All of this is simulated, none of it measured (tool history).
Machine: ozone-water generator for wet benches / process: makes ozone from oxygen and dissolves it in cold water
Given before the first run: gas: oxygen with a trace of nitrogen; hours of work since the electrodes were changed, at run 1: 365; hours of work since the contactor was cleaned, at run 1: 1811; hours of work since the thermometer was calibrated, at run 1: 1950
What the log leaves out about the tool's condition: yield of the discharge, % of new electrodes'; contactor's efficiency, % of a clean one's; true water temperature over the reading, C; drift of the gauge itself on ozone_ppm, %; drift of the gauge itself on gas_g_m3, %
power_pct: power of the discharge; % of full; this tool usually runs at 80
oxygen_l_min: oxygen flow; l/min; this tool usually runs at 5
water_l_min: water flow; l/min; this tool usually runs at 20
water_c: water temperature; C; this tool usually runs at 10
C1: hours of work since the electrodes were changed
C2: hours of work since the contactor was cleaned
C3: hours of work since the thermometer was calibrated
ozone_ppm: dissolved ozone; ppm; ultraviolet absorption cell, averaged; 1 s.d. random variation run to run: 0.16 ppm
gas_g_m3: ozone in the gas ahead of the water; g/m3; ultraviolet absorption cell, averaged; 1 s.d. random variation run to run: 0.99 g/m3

{"run": 1, "hour": 0.0, "power_pct": 80, "oxygen_l_min": 5, "water_l_min": 20, "water_c": 10, "C1": 365, "C2": 1811, "C3": 1950, "ozone_ppm": 20.6, "gas_g_m3": 172.7}
{"run": 2, "hour": 23.5, "power_pct": 80, "oxygen_l_min": 5, "water_l_min": 20, "water_c": 10, "C1": 388, "C2": 1833, "C3": 1972, "ozone_ppm": 20.5, "gas_g_m3": 170.4}
{"run": 3, "hour": 44.6, "power_pct": 80, "oxygen_l_min": 5, "water_l_min": 20, "water_c": 10, "C1": 408, "C2": 1854, "C3": 1993, "ozone_ppm": 20.7, "gas_g_m3": 169.1}
{"run": 4, "hour": 67.8, "power_pct": 80, "oxygen_l_min": 5, "water_l_min": 20, "water_c": 10, "C1": 430, "C2": 1876, "C3": 2015, "ozone_ppm": 20.7, "gas_g_m3": 171.6}
{"run": 5, "hour": 104.2, "power_pct": 80, "oxygen_l_min": 5, "water_l_min": 20, "water_c": 10, "C1": 465, "C2": 1911, "C3": 2050, "ozone_ppm": 20.8, "gas_g_m3": 168.8}
{"run": 6, "hour": 133.4, "power_pct": 80, "oxygen_l_min": 2.91, "water_l_min": 20, "water_c": 10, "C1": 494, "C2": 1939, "C3": 2078, "ozone_ppm": 19.5, "gas_g_m3": 231.3}
{"run": 7, "hour": 176.2, "power_pct": 80, "oxygen_l_min": 2.91, "water_l_min": 20, "water_c": 10, "C1": 535, "C2": 1980, "C3": 2119, "ozone_ppm": 19.4, "gas_g_m3": 231.8}
{"run": 8, "hour": 220.3, "power_pct": 80, "oxygen_l_min": 2.91, "water_l_min": 20, "water_c": 5, "C1": 577, "C2": 2023, "C3": 2162, "ozone_ppm": 20.3, "gas_g_m3": 229.7}
{"run": 9, "hour": 248.7, "power_pct": 80, "oxygen_l_min": 2.91, "water_l_min": 20, "water_c": 5, "C1": 605, "C2": 2050, "C3": 2189, "ozone_ppm": 20, "gas_g_m3": 230.8}
{"run": 10, "hour": 288.3, "power_pct": 80, "oxygen_l_min": 2.91, "water_l_min": 20, "water_c": 5, "C1": 643, "C2": 2088, "C3": 2227, "ozone_ppm": 20.3, "gas_g_m3": 231.6}
{"run": 11, "hour": 330.2, "power_pct": 80, "oxygen_l_min": 2.91, "water_l_min": 20, "water_c": 5, "C1": 683, "C2": 2129, "C3": 2268, "ozone_ppm": 19.8, "gas_g_m3": 233}
{"run": 12, "hour": 350.8, "power_pct": 80, "oxygen_l_min": 2.91, "water_l_min": 32, "water_c": 15, "C1": 703, "C2": 2149, "C3": 2288, "ozone_ppm": 12.2, "gas_g_m3": 230}
{"run": 13, "hour": 397.8, "power_pct": 40, "oxygen_l_min": 5, "water_l_min": 20, "water_c": 10, "C1": 748, "C2": 2194, "C3": 2333, "ozone_ppm": 11.5, "gas_g_m3": 95.8}
{"run": 14, "hour": 426.4, "power_pct": 40, "oxygen_l_min": 5, "water_l_min": 20, "water_c": 10, "C1": 776, "C2": 2221, "C3": 2360, "ozone_ppm": 11.5, "gas_g_m3": 96.1}
{"run": 15, "hour": 462.1, "power_pct": 40, "oxygen_l_min": 5, "water_l_min": 20, "water_c": 10, "C1": 810, "C2": 2256, "C3": 2395, "ozone_ppm": 11.6, "gas_g_m3": 95.5}
{"run": 16, "hour": 487.5, "power_pct": 89, "oxygen_l_min": 5, "water_l_min": 20, "water_c": 14, "C1": 835, "C2": 2280, "C3": 2419, "ozone_ppm": 21.3, "gas_g_m3": 184.4}
{"run": 17, "hour": 526.2, "power_pct": 89, "oxygen_l_min": 7.87, "water_l_min": 20, "water_c": 14, "C1": 872, "C2": 2318, "C3": 2457, "ozone_ppm": 21, "gas_g_m3": 143.2}
{"run": 18, "hour": 561.5, "power_pct": 53, "oxygen_l_min": 5.53, "water_l_min": 12, "water_c": 10, "C1": 906, "C2": 2352, "C3": 2491, "ozone_ppm": 21, "gas_g_m3": 115}
{"run": 19, "hour": 594.9, "power_pct": 53, "oxygen_l_min": 5.53, "water_l_min": 12, "water_c": 10, "C1": 938, "C2": 2384, "C3": 2523, "ozone_ppm": 20.8, "gas_g_m3": 113}
{"run": 20, "hour": 617.8, "power_pct": 43, "oxygen_l_min": 5, "water_l_min": 22, "water_c": 10, "C1": 960, "C2": 2406, "C3": 2545, "ozone_ppm": 11.4, "gas_g_m3": 101.5}
{"run": 21, "hour": 650.3, "power_pct": 43, "oxygen_l_min": 5, "water_l_min": 22, "water_c": 10, "C1": 992, "C2": 2437, "C3": 2576, "ozone_ppm": 11.3, "gas_g_m3": 102.5}

4 options for the next run, each taken on its own from the tool as it stands now. Forecast them:
{"run": "A", "hour": 672.7, "power_pct": 82, "oxygen_l_min": 5, "water_l_min": 22, "water_c": 6, "C1": 1013, "C2": 2459, "C3": 2598, "ozone_ppm": "?", "gas_g_m3": "?"}
{"run": "B", "hour": 672.7, "power_pct": 43, "oxygen_l_min": 5, "water_l_min": 14, "water_c": 13, "C1": 1013, "C2": 2459, "C3": 2598, "ozone_ppm": "?", "gas_g_m3": "?"}
{"run": "C", "hour": 672.7, "power_pct": 74, "oxygen_l_min": 5, "water_l_min": 20, "water_c": 10, "C1": 1013, "C2": 2459, "C3": 2598, "ozone_ppm": "?", "gas_g_m3": "?"}
{"run": "D", "hour": 672.7, "power_pct": 80, "oxygen_l_min": 4.42, "water_l_min": 20, "water_c": 6, "C1": 1013, "C2": 2459, "C3": 2598, "ozone_ppm": "?", "gas_g_m3": "?"}

run=A ozone_ppm=20.4 gas_g_m3=174.2
run=B ozone_ppm=15.5 gas_g_m3=101
run=C ozone_ppm=19.2 gas_g_m3=159.9
run=D ozone_ppm=21.4 gas_g_m3=183.2
The same runs, with their run-to-run variation unchanged, on a tool lacking any hidden condition would have given:
run=A ozone_ppm=21.1 gas_g_m3=176.9
run=B ozone_ppm=15.8 gas_g_m3=101.8
run=C ozone_ppm=19.8 gas_g_m3=162.2
run=D ozone_ppm=22.1 gas_g_m3=186
